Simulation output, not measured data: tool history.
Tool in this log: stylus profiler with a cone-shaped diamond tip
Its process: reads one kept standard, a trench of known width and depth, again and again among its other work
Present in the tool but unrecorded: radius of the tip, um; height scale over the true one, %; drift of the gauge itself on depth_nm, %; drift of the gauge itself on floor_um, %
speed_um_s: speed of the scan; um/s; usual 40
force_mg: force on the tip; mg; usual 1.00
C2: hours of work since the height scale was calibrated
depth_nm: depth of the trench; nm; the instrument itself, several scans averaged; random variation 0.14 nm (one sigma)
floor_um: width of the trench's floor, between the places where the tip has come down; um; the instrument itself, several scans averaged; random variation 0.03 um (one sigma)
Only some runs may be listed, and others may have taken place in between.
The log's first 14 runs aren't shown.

Run 15, hour 1370.3: usual settings but force_mg 0.69 mg; scans with this tip 13423; C2 1280. Result: depth_nm 501.15 nm, floor_um 25.36 um.
Run 16, hour 1429.4: usual settings but force_mg 0.69 mg; scans with this tip 13738; C2 1310. Result: depth_nm 501.29 nm, floor_um 25.33 um.
Run 17, hour 1489.0: usual settings but speed_um_s 16 um/s, force_mg 2.01 mg; scans with this tip 14054; C2 1340. Result: depth_nm 502.30 nm, floor_um 25.54 um.
Run 18, hour 1543.5: usual settings but speed_um_s 85 um/s, force_mg 0.35 mg; scans with this tip 14345; C2 1368. Result: depth_nm 501.00 nm, floor_um 24.89 um.
Run 19, hour 1665.7: usual settings but speed_um_s 23 um/s; scans with this tip 14995; C2 1430. Result: depth_nm 501.32 nm, floor_um 25.51 um.
Run 20, hour 1746.6: usual settings but speed_um_s 113 um/s, force_mg 0.96 mg; scans with this tip 15426; C2 1471. Result: depth_nm 501.58 nm, floor_um 25.02 um.
Run 21, hour 1845.1: usual settings but speed_um_s 17 um/s, force_mg 1.09 mg; scans with this tip 15950; C2 1521. Result: depth_nm 501.36 nm, floor_um 25.55 um.
Run 22, hour 1943.4: usual settings but speed_um_s 107 um/s, force_mg 1.44 mg; scans with this tip 16473; C2 1571. Result: depth_nm 501.64 nm, floor_um 25.17 um.
Run 23, hour 2073.3: usual settings but speed_um_s 69 um/s; scans with this tip 17164; C2 1637. Result: depth_nm 501.64 nm, floor_um 25.27 um.
Run 24, hour 2127.1: usual settings but speed_um_s 58 um/s, force_mg 0.40 mg; scans with this tip 17451; C2 1664. Result: depth_nm 500.75 nm, floor_um 25.14 um.
Run 25, hour 2192.6: usual settings but speed_um_s 58 um/s, force_mg 0.57 mg; scans with this tip 17799; C2 1698. Result: depth_nm 500.89 nm, floor_um 25.17 um.
Run 26, hour 2268.6: usual settings but speed_um_s 26 um/s, force_mg 0.36 mg; scans with this tip 18204; C2 1736. Result: depth_nm 500.70 nm, floor_um 25.41 um.
Run 27, hour 2395.6: usual settings but speed_um_s 11 um/s, force_mg 2.37 mg; scans with this tip 18880; C2 1801. Result: depth_nm 502.79 nm, floor_um 25.57 um.
Run 28, hour 2509.1: usual settings but speed_um_s 11 um/s, force_mg 2.37 mg; scans with this tip 19484; C2 1858. Result: depth_nm 502.70 nm, floor_um 25.58 um.
Run 29, hour 2581.3: usual settings but speed_um_s 11 um/s, force_mg 2.37 mg; scans with this tip 19868; C2 1895. Result: depth_nm 502.75 nm, floor_um 25.55 um.
Run 30, hour 2695.0: usual settings but speed_um_s 73 um/s, force_mg 2.18 mg; scans with this tip 20473; C2 1953. Result: depth_nm 502.13 nm, floor_um 25.37 um.
Run 31, hour 2826.7: usual settings but speed_um_s 113 um/s, force_mg 0.79 mg; scans with this tip 21174; C2 2019. Result: depth_nm 501.16 nm, floor_um 24.99 um.
Run 32, hour 2919.1: usual settings but speed_um_s 11 um/s; scans with this tip 21666; C2 2066. Result: depth_nm 501.37 nm, floor_um 25.56 um.

4 options for the next run, each taken on its own from the tool as it stands now. Forecast them:
Run A, hour 3005.1: usual settings but speed_um_s 21 um/s; scans with this tip 22123; C2 2110. Result: depth_nm ?, floor_um ?.
Run B, hour 3005.1: usual settings but speed_um_s 74 um/s, force_mg 0.93 mg; scans with this tip 22123; C2 2110. Result: depth_nm ?, floor_um ?.
Run C, hour 3005.1: usual settings but speed_um_s 18 um/s, force_mg 0.55 mg; scans with this tip 22123; C2 2110. Result: depth_nm ?, floor_um ?.
Run D, hour 3005.1: usual settings but speed_um_s 17 um/s, force_mg 0.63 mg; scans with this tip 22123; C2 2110. Result: depth_nm ?, floor_um ?.

run  depth_nm  floor_um
  A    501.45     25.48
  B    501.44     25.19
  C    500.92     25.43
  D    501.36     25.55
Without the tool's hidden state the same runs would have given:
run  depth_nm  floor_um
  A    501.50     25.51
  B    501.49     25.23
  C    500.97     25.47
  D    501.40     25.59
